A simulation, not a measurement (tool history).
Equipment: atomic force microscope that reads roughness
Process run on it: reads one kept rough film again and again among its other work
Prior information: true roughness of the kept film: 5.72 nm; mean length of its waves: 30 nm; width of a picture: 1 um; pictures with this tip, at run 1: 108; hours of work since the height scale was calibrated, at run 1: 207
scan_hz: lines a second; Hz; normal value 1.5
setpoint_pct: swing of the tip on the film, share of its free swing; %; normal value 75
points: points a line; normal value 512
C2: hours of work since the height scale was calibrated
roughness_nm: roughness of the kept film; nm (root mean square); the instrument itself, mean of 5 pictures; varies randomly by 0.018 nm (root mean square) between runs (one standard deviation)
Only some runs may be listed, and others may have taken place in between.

{"run": 1, "day": 0.0, "scan_hz": 1.5, "setpoint_pct": 75, "points": 512, "pictures with this tip": 108, "C2": 207, "roughness_nm": 4.278}
{"run": 2, "day": 0.325, "scan_hz": 1.5, "setpoint_pct": 75, "points": 340, "pictures with this tip": 119, "C2": 212, "roughness_nm": 4.289}
{"run": 3, "day": 0.579, "scan_hz": 1.5, "setpoint_pct": 75, "points": 340, "pictures with this tip": 128, "C2": 215, "roughness_nm": 4.301}
{"run": 4, "day": 0.958, "scan_hz": 1.5, "setpoint_pct": 75, "points": 340, "pictures with this tip": 141, "C2": 220, "roughness_nm": 4.315}
{"run": 5, "day": 1.221, "scan_hz": 1.5, "setpoint_pct": 75, "points": 340, "pictures with this tip": 150, "C2": 224, "roughness_nm": 4.278}
{"day": 1.462, "done": "new tip fitted"}
{"run": 6, "day": 1.475, "scan_hz": 1.5, "setpoint_pct": 75, "points": 340, "pictures with this tip": 0, "C2": 227, "roughness_nm": 4.29}
{"run": 7, "day": 1.817, "scan_hz": 1.5, "setpoint_pct": 75, "points": 340, "pictures with this tip": 12, "C2": 231, "roughness_nm": 4.302}
{"run": 8, "day": 2.092, "scan_hz": 1.5, "setpoint_pct": 75, "points": 512, "pictures with this tip": 21, "C2": 235, "roughness_nm": 4.309}
{"run": 9, "day": 2.342, "scan_hz": 1.5, "setpoint_pct": 75, "points": 512, "pictures with this tip": 30, "C2": 239, "roughness_nm": 4.288}
{"run": 10, "day": 2.812, "scan_hz": 1.5, "setpoint_pct": 75, "points": 512, "pictures with this tip": 46, "C2": 245, "roughness_nm": 4.304}
{"run": 11, "day": 3.138, "scan_hz": 1.5, "setpoint_pct": 84, "points": 512, "pictures with this tip": 58, "C2": 249, "roughness_nm": 4.189}
{"run": 12, "day": 3.6, "scan_hz": 1.5, "setpoint_pct": 84, "points": 512, "pictures with this tip": 74, "C2": 255, "roughness_nm": 4.177}
{"run": 13, "day": 3.908, "scan_hz": 1.5, "setpoint_pct": 61, "points": 512, "pictures with this tip": 84, "C2": 260, "roughness_nm": 4.4}
{"run": 14, "day": 4.162, "scan_hz": 1.5, "setpoint_pct": 75, "points": 512, "pictures with this tip": 93, "C2": 263, "roughness_nm": 4.314}
{"run": 15, "day": 4.396, "scan_hz": 1.34, "setpoint_pct": 75, "points": 423, "pictures with this tip": 101, "C2": 266, "roughness_nm": 4.338}
{"run": 16, "day": 4.854, "scan_hz": 1.52, "setpoint_pct": 69, "points": 423, "pictures with this tip": 117, "C2": 272, "roughness_nm": 4.338}
{"run": 17, "day": 5.117, "scan_hz": 2.49, "setpoint_pct": 57, "points": 510, "pictures with this tip": 126, "C2": 276, "roughness_nm": 4.402}
{"run": 18, "day": 5.592, "scan_hz": 2.49, "setpoint_pct": 57, "points": 510, "pictures with this tip": 142, "C2": 282, "roughness_nm": 4.384}
{"day": 6.054, "done": "new tip fitted"}
{"run": 19, "day": 6.079, "scan_hz": 3.33, "setpoint_pct": 62, "points": 474, "pictures with this tip": 1, "C2": 288, "roughness_nm": 4.338}
{"run": 20, "day": 6.383, "scan_hz": 3.33, "setpoint_pct": 62, "points": 474, "pictures with this tip": 11, "C2": 293, "roughness_nm": 4.314}
{"run": 21, "day": 6.888, "scan_hz": 2.18, "setpoint_pct": 62, "points": 474, "pictures with this tip": 28, "C2": 299, "roughness_nm": 4.377}
{"run": 22, "day": 7.288, "scan_hz": 3.06, "setpoint_pct": 72, "points": 869, "pictures with this tip": 42, "C2": 305, "roughness_nm": 4.155}
{"run": 23, "day": 7.667, "scan_hz": 3.06, "setpoint_pct": 72, "points": 869, "pictures with this tip": 55, "C2": 310, "roughness_nm": 4.193}
{"run": 24, "day": 8.062, "scan_hz": 3.06, "setpoint_pct": 72, "points": 869, "pictures with this tip": 69, "C2": 315, "roughness_nm": 4.163}
{"run": 25, "day": 8.521, "scan_hz": 3.06, "setpoint_pct": 72, "points": 869, "pictures with this tip": 85, "C2": 321, "roughness_nm": 4.123}
{"run": 26, "day": 9.021, "scan_hz": 3.06, "setpoint_pct": 72, "points": 869, "pictures with this tip": 102, "C2": 328, "roughness_nm": 4.149}
{"run": 27, "day": 9.388, "scan_hz": 3.06, "setpoint_pct": 72, "points": 869, "pictures with this tip": 115, "C2": 333, "roughness_nm": 4.153}

Branching from run 27: 5 alternative next runs. What would each branch give?
{"run": "A", "day": 9.754, "scan_hz": 1.5, "setpoint_pct": 75, "points": 564, "pictures with this tip": 128, "C2": 338, "roughness_nm": "?"}
{"run": "B", "day": 9.754, "scan_hz": 3.06, "setpoint_pct": 73, "points": 650, "pictures with this tip": 128, "C2": 338, "roughness_nm": "?"}
{"run": "C", "day": 9.754, "scan_hz": 3.06, "setpoint_pct": 62, "points": 869, "pictures with this tip": 128, "C2": 338, "roughness_nm": "?"}
{"run": "D", "day": 9.754, "scan_hz": 0.75, "setpoint_pct": 72, "points": 869, "pictures with this tip": 128, "C2": 338, "roughness_nm": "?"}
{"run": "E", "day": 9.754, "scan_hz": 2.58, "setpoint_pct": 87, "points": 969, "pictures with this tip": 128, "C2": 338, "roughness_nm": "?"}

run=A roughness_nm=4.321
run=B roughness_nm=4.133
run=C roughness_nm=4.331
run=D roughness_nm=4.486
run=E roughness_nm=3.893
With no hidden state in the tool, these same runs would have given:
run=A roughness_nm=4.332
run=B roughness_nm=4.144
run=C roughness_nm=4.342
run=D roughness_nm=4.498
run=E roughness_nm=3.903
